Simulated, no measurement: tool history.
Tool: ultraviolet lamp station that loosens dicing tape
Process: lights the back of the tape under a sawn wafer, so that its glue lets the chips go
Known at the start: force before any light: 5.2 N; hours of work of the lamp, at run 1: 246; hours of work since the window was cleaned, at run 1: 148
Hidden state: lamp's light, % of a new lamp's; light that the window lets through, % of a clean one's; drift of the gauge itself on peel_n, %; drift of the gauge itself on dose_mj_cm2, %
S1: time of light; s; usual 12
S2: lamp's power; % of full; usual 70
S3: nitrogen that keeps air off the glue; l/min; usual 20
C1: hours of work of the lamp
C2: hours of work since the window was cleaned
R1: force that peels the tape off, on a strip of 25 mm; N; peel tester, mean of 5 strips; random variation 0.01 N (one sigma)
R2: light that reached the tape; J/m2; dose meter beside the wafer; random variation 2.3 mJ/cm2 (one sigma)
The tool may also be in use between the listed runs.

run   hour  S1  S2  S3   C1   C2     R1    R2
  1      0  12  70  20  246  148  0.556  1940
  2   10.6  12  82  20  253  155  0.408  2250
  3   22.8  12  82  20  261  163  0.415  2220
  4   38.2  12  70  32  272  174  0.451  1860
  5     49  12  70  32  279  181  0.467  1890
  6   60.1  12  70  32  286  188  0.454  1860
  7   66.4  12  70  32  290  193  0.476  1870
  8   77.8  12  70  32  298  200  0.469  1870
  9   85.3  12  70  32  303  205  0.482  1870
 10   94.1  12  80  20  309  211  0.444  2130
 11  104.4  12  80  20  316  218  0.455  2100
 12    115  12  80  22  323  225  0.431  2150
 13  125.6  12  80  22  330  233  0.435  2120
 14    140  12  80  22  340  242  0.435  2110
 15  150.8  12  80  22  347  249  0.433  2080
 16  165.9  12  80  22  358  260  0.447  2080
 17  179.4   9  80  22  367  269  0.771  1570
 18  192.9   9  80  22  376  278  0.785  1540
 19  206.9   9  80  22  385  287  0.793  1530
 20  221.1   9  80  22  395  297  0.819  1560
 21  227.7  12  70  20  399  301  0.633  1760
 22  242.9  12  70  20  409  312  0.632  1770
 23    252  12  96  22  416  318  0.327  2420
 24  263.6  16  86  20  423  326  0.244  2900
 25  278.5  10  83  20  433  336  0.666  1700
 26    286  10  83  20  438  341  0.652  1690
 27  297.5  10  83  20  446  348   0.67  1690
 28  310.6  12  76  12  455  357  0.723  1890
 29  323.6   6  95  12  464  366  1.492  1170
 30  332.2  13  99   6  470  372  0.601  2600
 31  343.6  13  99   6  477  379  0.592  2580
 32    357   8  70  27  486  388    1.2  1120
 33  366.4  21  96  20  493  395  0.161  4070
 34  379.5   8  70  16  501  404    1.4  1110
 35  391.1   8  73  16  509  411  1.313  1180
 36  403.8   8  73  16  518  420  1.331  1130
 37    411  21  89  20  523  425  0.168  3740
 38  417.5  10  65   6  527  429  1.703  1260
 39  429.4  10  65  23  535  437  1.039  1280
 40  440.9  10  65  23  543  445  1.042  1260
 41  449.2  22  70   9  548  451  0.349  3000
 42  457.2  22  70   9  554  456  0.342  3020
 43  471.2  22  70   9  563  465  0.372  2970

Forecast each of these 4 alternatives for the next run:
  A  482.2  11  76  12  571  473   ?   ?
  B  482.2  22  73   9  571  473   ?   ?
  C  482.2  16  98  21  571  473   ?   ?
  D  482.2  22  97   9  571  473   ?   ?

run     R1    R2
  A   0.95  1620
  B  0.322  3080
  C  0.215  3050
  D  0.194  4110
Without the tool's hidden state the same runs would have given:
run     R1    R2
  A  0.599  2110
  B  0.199  4020
  C  0.151  3970
  D  0.143  5360

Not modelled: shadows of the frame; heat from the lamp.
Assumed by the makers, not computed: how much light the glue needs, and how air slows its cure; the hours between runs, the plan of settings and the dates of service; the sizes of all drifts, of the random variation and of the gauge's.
